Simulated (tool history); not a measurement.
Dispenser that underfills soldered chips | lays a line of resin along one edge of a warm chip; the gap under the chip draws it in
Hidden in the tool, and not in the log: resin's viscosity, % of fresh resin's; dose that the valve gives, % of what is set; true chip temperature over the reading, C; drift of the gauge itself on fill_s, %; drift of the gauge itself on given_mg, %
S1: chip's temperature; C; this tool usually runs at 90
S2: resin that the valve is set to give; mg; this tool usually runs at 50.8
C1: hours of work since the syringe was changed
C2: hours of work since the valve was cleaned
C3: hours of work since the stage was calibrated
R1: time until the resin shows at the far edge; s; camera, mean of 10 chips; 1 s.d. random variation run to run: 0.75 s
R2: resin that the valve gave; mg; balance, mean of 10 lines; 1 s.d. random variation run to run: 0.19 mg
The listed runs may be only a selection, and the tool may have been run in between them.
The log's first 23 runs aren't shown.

{"run": 24, "hour": 86.9, "S1": 85, "S2": 63.1, "C1": 8, "C2": 63, "C3": 61, "R1": 140.6, "R2": 60.18}
{"hour": 90.0, "done": "new syringe of resin"}
{"run": 25, "hour": 90.7, "S1": 84, "S2": 64, "C1": 0, "C2": 65, "C3": 63, "R1": 83.3, "R2": 60.71}
{"run": 26, "hour": 95.5, "S1": 84, "S2": 64, "C1": 4, "C2": 69, "C3": 66, "R1": 103.1, "R2": 60.84}
{"run": 27, "hour": 100.6, "S1": 84, "S2": 64, "C1": 7, "C2": 72, "C3": 69, "R1": 127.6, "R2": 60.13}
{"run": 28, "hour": 103.7, "S1": 78, "S2": 45.4, "C1": 9, "C2": 74, "C3": 71, "R1": 185.9, "R2": 42.88}
{"hour": 105.9, "done": "new syringe of resin"}
{"run": 29, "hour": 107.0, "S1": 78, "S2": 45.4, "C1": 1, "C2": 76, "C3": 73, "R1": 108.3, "R2": 42.84}
{"run": 30, "hour": 111.6, "S1": 103, "S2": 55.8, "C1": 4, "C2": 79, "C3": 76, "R1": 64, "R2": 52.77}
{"run": 31, "hour": 114.2, "S1": 90, "S2": 54.6, "C1": 5, "C2": 80, "C3": 78, "R1": 101.6, "R2": 51.37}
{"run": 32, "hour": 119.0, "S1": 103, "S2": 45.5, "C1": 8, "C2": 83, "C3": 81, "R1": 93.1, "R2": 42.84}
{"hour": 121.8, "done": "new syringe of resin"}
{"run": 33, "hour": 123.4, "S1": 100, "S2": 50.8, "C1": 1, "C2": 86, "C3": 84, "R1": 59.9, "R2": 47.62}
{"run": 34, "hour": 127.0, "S1": 80, "S2": 63.5, "C1": 3, "C2": 88, "C3": 86, "R1": 114.1, "R2": 58.96}
{"run": 35, "hour": 129.5, "S1": 76, "S2": 58.4, "C1": 5, "C2": 90, "C3": 87, "R1": 144.8, "R2": 54.28}
{"run": 36, "hour": 133.9, "S1": 90, "S2": 65.9, "C1": 8, "C2": 93, "C3": 90, "R1": 119.2, "R2": 61.27}
{"hour": 137.8, "done": "new syringe of resin"}
{"run": 37, "hour": 138.6, "S1": 104, "S2": 45.7, "C1": 0, "C2": 96, "C3": 93, "R1": 52.4, "R2": 42.64}

Consider 3 possible next runs. They are alternatives, not a sequence: every one starts from the tool as it was left by run 37. What does each give?
{"run": "A", "hour": 143.1, "S1": 93, "S2": 50.8, "C1": 3, "C2": 98, "C3": 96, "R1": "?", "R2": "?"}
{"run": "B", "hour": 143.1, "S1": 104, "S2": 59.7, "C1": 3, "C2": 98, "C3": 96, "R1": "?", "R2": "?"}
{"run": "C", "hour": 143.1, "S1": 89, "S2": 43.8, "C1": 3, "C2": 98, "C3": 96, "R1": "?", "R2": "?"}

run=A R1=83.5 R2=47.17
run=B R1=59.4 R2=55.03
run=C R1=97.2 R2=40.52
Had the tool no hidden state, the same runs would have come out as:
run=A R1=64.4 R2=50.79
run=B R1=46.5 R2=59.26
run=C R1=74.2 R2=43.63
